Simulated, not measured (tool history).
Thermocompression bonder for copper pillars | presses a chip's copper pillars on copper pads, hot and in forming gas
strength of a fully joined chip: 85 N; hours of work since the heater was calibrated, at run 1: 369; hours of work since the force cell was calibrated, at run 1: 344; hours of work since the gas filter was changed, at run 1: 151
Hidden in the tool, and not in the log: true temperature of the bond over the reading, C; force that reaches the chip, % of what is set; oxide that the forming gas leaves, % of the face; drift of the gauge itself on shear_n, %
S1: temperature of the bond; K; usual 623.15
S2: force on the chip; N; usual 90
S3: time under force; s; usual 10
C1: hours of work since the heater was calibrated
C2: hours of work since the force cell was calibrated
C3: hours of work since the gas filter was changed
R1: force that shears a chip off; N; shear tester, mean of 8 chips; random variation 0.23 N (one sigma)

run   hour      S1   S2  S3   C1   C2   C3    R1
  1      0  623.15   90  10  369  344  151  41.1
  2   17.1  623.15   90  10  376  351  158  41.1
  3   33.9  623.15   90  10  383  358  164  41.3
  4   47.7  623.15   90  10  389  364  170  41.2
  5   58.4  623.15   90  10  393  368  174    41
  6   76.4  623.15   90  10  401  376  182  40.7
  7     98  623.15   90  10  409  385  191  40.6
     104.9  -- forming gas filter changed
  8  111.2  623.15   90  10  415  390    3  40.2
  9  132.6  623.15   90  10  423  398   11  40.6
 10  148.9  623.15   90   8  430  405   18  37.1
 11  165.4  623.15   90   8  437  412   25  37.3
 12    176  623.15   90   8  441  416   29  37.5
 13  198.4  623.15   90  10  450  425   38    40
 14  214.1  623.15   90  10  457  432   45  39.7
 15  225.7  623.15   90  10  461  437   49  40.1
     236.8  -- gauge calibrated
 16  248.1  623.15   90  10  471  446   59  41.3
 17  259.1  623.15   90  10  475  450   63  41.2
 18  270.1  623.15   90  10  480  455   68  40.6
 19    291  623.15   90   5  488  463   76  31.4
 20  310.8  623.15   90   5  496  471   84  31.6
 21  326.7  641.15   61  14  503  478   91    46
 22  344.7  609.15  106   8  510  485   98  34.9
 23    354  609.15  106   8  514  489  102  34.5
 24  367.1  623.15   99  10  519  494  107  42.6
 25    377  624.15   90  10  523  498  111  41.1
 26  392.1  613.15   73   5  529  505  117  25.2
 27  402.8  613.15  120  26  534  509  122  55.3
 28    423  613.15  120  26  542  517  130  55.9
 29  440.9  604.15   82   9  549  525  137  29.6
 30  461.7  604.15   96  11  558  533  146  34.3
 31  479.7  623.15   90  12  565  540  153  42.6
 32  493.6  623.15   90  12  571  546  159  42.7
 33  504.3  623.15   90  12  575  550  163  42.4
 34  522.5  623.15   90  12  583  558  171  41.9
 35  535.4  633.15   88  17  588  563  176  51.4
 36  557.7  633.15   88  17  597  572  185  51.1
     577.2  -- forming gas filter changed
 37  579.3  623.15  117  22  606  581    1  55.8
     588.9  -- gauge calibrated
 38  594.6  623.15  117  22  612  587    7  57.8
 39  604.2  623.15  117  22  616  591   11  57.9
 40  615.1  623.15  124   6  620  596   16  39.6

Forecast each of these 4 alternatives for the next run:
  A  631.8  616.15   72  10  627  602  22   ?
  B  631.8  602.15   91  20  627  602  22   ?
  C  631.8  598.15  130   5  627  602  22   ?
  D  631.8  649.15   90   8  627  602  22   ?

run    R1
  A  34.3
  B    42
  C  28.3
  D  48.8
Without the tool's hidden state the same runs would have given:
run    R1
  A  34.5
  B  42.2
  C  28.4
  D  49.1
